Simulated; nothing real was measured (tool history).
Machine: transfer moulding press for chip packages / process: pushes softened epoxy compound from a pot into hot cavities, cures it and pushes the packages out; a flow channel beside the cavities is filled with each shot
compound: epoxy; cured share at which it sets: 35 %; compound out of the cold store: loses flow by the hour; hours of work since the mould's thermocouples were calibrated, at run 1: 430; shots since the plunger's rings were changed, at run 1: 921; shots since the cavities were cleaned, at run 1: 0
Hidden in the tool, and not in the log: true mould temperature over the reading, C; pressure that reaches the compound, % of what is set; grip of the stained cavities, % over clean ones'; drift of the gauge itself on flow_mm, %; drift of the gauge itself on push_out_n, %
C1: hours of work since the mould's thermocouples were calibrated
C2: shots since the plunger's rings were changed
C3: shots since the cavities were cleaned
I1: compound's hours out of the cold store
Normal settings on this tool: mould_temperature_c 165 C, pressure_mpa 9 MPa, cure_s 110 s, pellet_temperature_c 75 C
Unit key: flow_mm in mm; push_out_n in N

{"run": 1, "hour": 0.0, "mould_temperature_c": 165, "pressure_mpa": 9, "cure_s": 110, "pellet_temperature_c": 75, "C1": 430, "C2": 921, "C3": 0, "I1": 8.6, "flow_mm": 604, "push_out_n": 265}
{"hour": 6.2, "done": "mould's thermocouples calibrated"}
{"run": 2, "hour": 32.2, "mould_temperature_c": 165, "pressure_mpa": 9, "cure_s": 142, "pellet_temperature_c": 75, "C1": 15, "C2": 1207, "C3": 286, "I1": 42.9, "flow_mm": 515, "push_out_n": 236}
{"run": 3, "hour": 65.1, "mould_temperature_c": 165, "pressure_mpa": 9, "cure_s": 142, "pellet_temperature_c": 75, "C1": 35, "C2": 1518, "C3": 597, "I1": 34.7, "flow_mm": 534, "push_out_n": 263}
{"run": 4, "hour": 100.2, "mould_temperature_c": 165, "pressure_mpa": 9, "cure_s": 142, "pellet_temperature_c": 75, "C1": 55, "C2": 1851, "C3": 930, "I1": 37.6, "flow_mm": 526, "push_out_n": 296}
{"hour": 131.0, "done": "cavities cleaned with cleaning compound and waxed"}
{"run": 5, "hour": 158.6, "mould_temperature_c": 165, "pressure_mpa": 9, "cure_s": 110, "pellet_temperature_c": 75, "C1": 89, "C2": 2388, "C3": 261, "I1": 11.1, "flow_mm": 586, "push_out_n": 453}
{"run": 6, "hour": 192.7, "mould_temperature_c": 165, "pressure_mpa": 9, "cure_s": 110, "pellet_temperature_c": 75, "C1": 109, "C2": 2712, "C3": 585, "I1": 32.8, "flow_mm": 532, "push_out_n": 429}
{"run": 7, "hour": 242.3, "mould_temperature_c": 165, "pressure_mpa": 9, "cure_s": 110, "pellet_temperature_c": 75, "C1": 138, "C2": 3181, "C3": 1054, "I1": 44.6, "flow_mm": 502, "push_out_n": 429}
{"hour": 253.4, "done": "plunger's sealing rings changed"}
{"hour": 264.2, "done": "cavities cleaned with cleaning compound and waxed"}
{"hour": 269.5, "done": "cavities cleaned with cleaning compound and waxed, once more"}
{"run": 8, "hour": 309.9, "mould_temperature_c": 165, "pressure_mpa": 9, "cure_s": 110, "pellet_temperature_c": 73, "C1": 174, "C2": 507, "C3": 383, "I1": 37.3, "flow_mm": 533, "push_out_n": 316}
{"run": 9, "hour": 356.0, "mould_temperature_c": 165, "pressure_mpa": 9, "cure_s": 110, "pellet_temperature_c": 73, "C1": 201, "C2": 943, "C3": 819, "I1": 22.9, "flow_mm": 559, "push_out_n": 382}
{"hour": 398.7, "done": "cavities cleaned with cleaning compound and waxed"}
{"run": 10, "hour": 398.7, "mould_temperature_c": 165, "pressure_mpa": 9, "cure_s": 110, "pellet_temperature_c": 73, "C1": 226, "C2": 1333, "C3": 0, "I1": 29.8, "flow_mm": 544, "push_out_n": 247}
{"run": 11, "hour": 461.8, "mould_temperature_c": 165, "pressure_mpa": 9, "cure_s": 110, "pellet_temperature_c": 73, "C1": 263, "C2": 1930, "C3": 597, "I1": 24.5, "flow_mm": 553, "push_out_n": 363}
{"run": 12, "hour": 488.5, "mould_temperature_c": 165, "pressure_mpa": 9, "cure_s": 110, "pellet_temperature_c": 75, "C1": 278, "C2": 2183, "C3": 850, "I1": 31.4, "flow_mm": 534, "push_out_n": 364}
{"hour": 528.3, "done": "cavities cleaned with cleaning compound and waxed"}
{"run": 13, "hour": 528.3, "mould_temperature_c": 160, "pressure_mpa": 9, "cure_s": 110, "pellet_temperature_c": 75, "C1": 301, "C2": 2545, "C3": 0, "I1": 13.4, "flow_mm": 589, "push_out_n": 396}
{"run": 14, "hour": 576.3, "mould_temperature_c": 160, "pressure_mpa": 9, "cure_s": 110, "pellet_temperature_c": 75, "C1": 329, "C2": 3000, "C3": 455, "I1": 43.2, "flow_mm": 515, "push_out_n": 456}
{"hour": 607.8, "done": "plunger's sealing rings changed"}
{"run": 15, "hour": 612.3, "mould_temperature_c": 165, "pressure_mpa": 9, "cure_s": 110, "pellet_temperature_c": 75, "C1": 349, "C2": 43, "C3": 772, "I1": 35, "flow_mm": 537, "push_out_n": 349}
{"run": 16, "hour": 646.7, "mould_temperature_c": 161, "pressure_mpa": 9, "cure_s": 107, "pellet_temperature_c": 75, "C1": 369, "C2": 367, "C3": 1096, "I1": 14.5, "flow_mm": 599, "push_out_n": 572}
{"hour": 662.3, "done": "cavities cleaned with cleaning compound and waxed"}
{"run": 17, "hour": 683.5, "mould_temperature_c": 172, "pressure_mpa": 7.25, "cure_s": 99, "pellet_temperature_c": 66, "C1": 390, "C2": 701, "C3": 200, "I1": 25.6, "flow_mm": 486, "push_out_n": 257}
{"run": 18, "hour": 719.7, "mould_temperature_c": 165, "pressure_mpa": 8.27, "cure_s": 110, "pellet_temperature_c": 79, "C1": 411, "C2": 1044, "C3": 543, "I1": 13.8, "flow_mm": 558, "push_out_n": 356}

Forecast run 19:
{"hour": 755.8, "done": "mould's thermocouples calibrated"}
{"run": 19, "hour": 763.9, "mould_temperature_c": 160, "pressure_mpa": 8.87, "cure_s": 139, "pellet_temperature_c": 80, "C1": 5, "C2": 1444, "C3": 943, "I1": 22.5, "flow_mm": "?", "push_out_n": "?"}

Run 19 yielded flow_mm 567 mm, push_out_n 351 N.
If the tool had no hidden condition, the same run with the same run-to-run variation would have returned flow_mm 576 mm, push_out_n 227 N.
